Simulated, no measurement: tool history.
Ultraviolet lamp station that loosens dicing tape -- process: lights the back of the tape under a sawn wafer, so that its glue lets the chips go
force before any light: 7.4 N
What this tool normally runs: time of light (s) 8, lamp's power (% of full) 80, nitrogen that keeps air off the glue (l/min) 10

run,hour,time of light (s),lamp's power (% of full),nitrogen that keeps air off the glue (l/min),force that peels the tape off (N),light that reached the tape (J/m2)
1,0.0,8,80,10,0.947,3210
2,55.3,6,80,10,1.622,2340
3,120.9,6,80,10,1.644,2270
4,189.2,6,80,10,1.736,2240
5,245.1,6,80,10,1.774,2140
6,286.7,8,80,10,1.177,2780
7,374.8,8,80,10,1.299,2710
# hour 434.4: lamp changed
8,437.3,14,80,10,0.199,6900
# hour 455.7: window cleaned of glue's vapour
9,534.7,14,80,10,0.242,6070
10,588.2,14,80,10,0.243,5880
11,672.9,8,80,10,0.898,3260
# hour 682.1: window cleaned of glue's vapour, once more
12,763.1,8,80,10,0.538,4260
13,818.9,15,80,10,0.168,7720
14,859.0,15,80,10,0.166,7630
15,916.0,15,80,10,0.179,7470
16,1000.6,15,80,10,0.175,7180
17,1064.9,15,80,10,0.181,6970
18,1121.0,8,75,8,0.917,3450
19,1193.3,8,75,8,0.974,3330
20,1249.3,8,75,8,1.036,3280
21,1325.7,7,66,13,1.390,2380
22,1387.5,7,66,13,1.399,2360
23,1432.0,4,72,14,2.782,1460
24,1506.5,8,64,10,1.453,2490
25,1597.8,13,80,18,0.318,4870
26,1651.6,13,62,4,1.128,3640
27,1729.6,13,91,4,0.566,5120
# hour 1742.3: window cleaned of glue's vapour
28,1817.3,10,96,4,0.709,4660

Alternative continuations, all from the tool just after run 28; predict every row:
A,1908.1,5,96,4,?,?
B,1908.1,5,87,4,?,?
C,1908.1,7,92,16,?,?
D,1908.1,10,96,11,?,?

run,force that peels the tape off (N),light that reached the tape (J/m2)
A,2.364,2290
B,2.511,2070
C,0.901,3060
D,0.452,4490
What these runs would have given with no unlogged condition in the tool:
run,force that peels the tape off (N),light that reached the tape (J/m2)
A,1.228,3600
B,1.375,3270
C,0.332,4830
D,0.188,7120
